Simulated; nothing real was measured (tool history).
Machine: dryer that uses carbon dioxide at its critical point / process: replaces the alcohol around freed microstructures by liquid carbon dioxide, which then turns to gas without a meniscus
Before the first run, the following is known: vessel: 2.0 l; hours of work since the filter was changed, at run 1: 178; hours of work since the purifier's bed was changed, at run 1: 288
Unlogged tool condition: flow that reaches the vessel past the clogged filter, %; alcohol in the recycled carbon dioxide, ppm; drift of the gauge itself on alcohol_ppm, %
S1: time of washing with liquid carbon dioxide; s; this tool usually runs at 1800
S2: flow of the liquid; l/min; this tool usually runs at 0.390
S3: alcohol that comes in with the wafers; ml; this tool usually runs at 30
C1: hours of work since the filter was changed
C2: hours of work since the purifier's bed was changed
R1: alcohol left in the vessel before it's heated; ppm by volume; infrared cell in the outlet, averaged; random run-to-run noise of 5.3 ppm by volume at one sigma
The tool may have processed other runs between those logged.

run   hour    S1     S2   S3   C1   C2    R1
  1    0.0  1800  0.390   30  178  288   224
  2    6.6  1800  0.651   30  182  292    94
  3   12.1  1800  0.651   30  185  296    76
  4   22.9  1800  0.390   30  192  302   230
  5   28.5  2100  0.390   30  196  306   146
  6   34.1  1800  0.390   49  199  309   319
  7   45.5  1800  0.390   30  206  316   224
  8   58.1  1800  0.390   30  214  324   228
  9   64.2  1800  0.390   30  217  328   240
 10   72.2  1800  0.390   30  222  333   241
 11   82.2  1800  0.390   30  229  339   232
 12   89.6  2280  0.390   30  233  344   124
 13   99.6  2280  0.390   30  239  350   135
 14  106.2  2280  0.390   30  243  354   142
 15  116.5  2700  0.390   30  250  360   115
 16  123.3  2700  0.390   30  254  364   114
 17  134.4  2700  0.390   30  261  371   117
 18  142.1  2700  0.390   30  265  376   109
 19  154.0  1800  0.390   30  273  383   261
 20  165.6  1500  0.390   30  280  390   431
 21  171.6  1260  0.390   45  284  394  1037
 22  177.0  1740  0.239   70  287  397  2460
     180.5  -- inlet filter changed
 23  183.6  1860  0.576   67    2  401   127
 24  191.0  1800  0.390   25    6  405   197
 25  199.7  1440  0.540   44   12  411   219
 26  209.7  1800  0.293  101   18  417  1359
 27  219.5  1800  0.618   23   24  423   127
 28  226.7  1440  0.332   63   28  427  1245
 29  234.3  1440  0.332   63   33  432  1255
 30  247.0  1440  0.252   38   41  440  1617
 31  254.8  1260  0.252   38   46  444  2212
 32  263.6  1260  0.397   27   51  450   562
 33  272.1  1140  0.428   68   56  455  1282
 34  283.0  2820  0.581   28   63  462   120
 35  293.8  2580  0.238   33   70  468   366
 36  303.7  2100  0.316   59   76  474   440
 37  310.3  2100  0.293   60   80  479   560
 38  317.9  2100  0.293   60   84  483   566
 39  325.5  2460  0.293   60   89  488   332
 40  334.8  2820  0.319  115   95  494   263

What differs in the tool's unlogged condition from the final listed run ahead of each entry between runs to the first listed run following it?
Logged between run 22 and run 23: inlet filter changed (hour 180.5)
  flow that reaches the vessel past the clogged filter, %: 91.6 -> 99.1; alcohol in the recycled carbon dioxide, ppm: 105.6 -> 106.5
  the result without the hidden state subtracted from the measured one, R1: +618 -> +102 ppm by volume
